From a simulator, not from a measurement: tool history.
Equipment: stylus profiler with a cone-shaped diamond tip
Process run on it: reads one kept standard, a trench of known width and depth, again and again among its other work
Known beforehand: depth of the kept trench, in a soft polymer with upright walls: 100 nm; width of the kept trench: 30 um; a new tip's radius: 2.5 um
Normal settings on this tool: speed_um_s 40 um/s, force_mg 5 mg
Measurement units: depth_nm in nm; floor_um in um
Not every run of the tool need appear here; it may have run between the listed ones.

Run 1, hour 0: usual settings. Result: depth_nm 102.4 nm, floor_um 28.47 um.
Run 2, hour 10.3: usual settings but speed_um_s 36 um/s. Result: depth_nm 102.33 nm, floor_um 28.47 um.
Run 3, hour 29.8: usual settings. Result: depth_nm 102.48 nm, floor_um 28.44 um.
Run 4, hour 46.5: usual settings but speed_um_s 10 um/s. Result: depth_nm 102.35 nm, floor_um 28.51 um.
Run 5, hour 62: usual settings but force_mg 4.22 mg. Result: depth_nm 102.17 nm, floor_um 28.42 um.
Run 6, hour 72.6: usual settings but force_mg 4.22 mg. Result: depth_nm 102.02 nm, floor_um 28.44 um.
Run 7, hour 81.9: usual settings but force_mg 4.22 mg. Result: depth_nm 102.15 nm, floor_um 28.37 um.
Run 8, hour 93.2: usual settings. Result: depth_nm 102.49 nm, floor_um 28.46 um.
Run 9, hour 107.5: usual settings. Result: depth_nm 102.43 nm, floor_um 28.42 um.
Run 10, hour 122.4: usual settings but speed_um_s 106 um/s, force_mg 4.81 mg. Result: depth_nm 102.28 nm, floor_um 28.21 um.
Run 11, hour 131.9: usual settings but speed_um_s 106 um/s, force_mg 4.81 mg. Result: depth_nm 102.38 nm, floor_um 28.17 um.
Run 12, hour 144.6: usual settings but speed_um_s 106 um/s, force_mg 1.83 mg. Result: depth_nm 101.23 nm, floor_um 27.89 um.
Run 13, hour 152.9: usual settings but speed_um_s 106 um/s, force_mg 1.83 mg. Result: depth_nm 101.27 nm, floor_um 27.92 um.
Run 14, hour 172.2: usual settings but speed_um_s 106 um/s, force_mg 1.83 mg. Result: depth_nm 101.29 nm, floor_um 27.85 um.
Run 15, hour 191: usual settings but speed_um_s 106 um/s, force_mg 1.83 mg. Result: depth_nm 101.22 nm, floor_um 27.87 um.
Run 16, hour 210.5: usual settings but speed_um_s 67 um/s, force_mg 3.99 mg. Result: depth_nm 102.05 nm, floor_um 28.28 um.
Run 17, hour 228.5: usual settings but speed_um_s 67 um/s, force_mg 3.99 mg. Result: depth_nm 102.01 nm, floor_um 28.29 um.

Predict each of these 4 candidate next runs independently; none follows another, all start after run 17:
Run A, hour 243.6: usual settings but force_mg 9.82 mg. Result: depth_nm ?, floor_um ?.
Run B, hour 243.6: usual settings but speed_um_s 43 um/s. Result: depth_nm ?, floor_um ?.
Run C, hour 243.6: usual settings but speed_um_s 35 um/s. Result: depth_nm ?, floor_um ?.
Run D, hour 243.6: usual settings but force_mg 6.82 mg. Result: depth_nm ?, floor_um ?.

run  depth_nm  floor_um
  A    103.86      28.5
  B    102.44     28.43
  C    102.56     28.42
  D    102.95     28.48
The same runs, with their run-to-run variation unchanged, on a tool lacking any hidden condition would have given:
run  depth_nm  floor_um
  A    103.85      28.5
  B    102.44     28.43
  C    102.55     28.43
  D    102.95     28.48
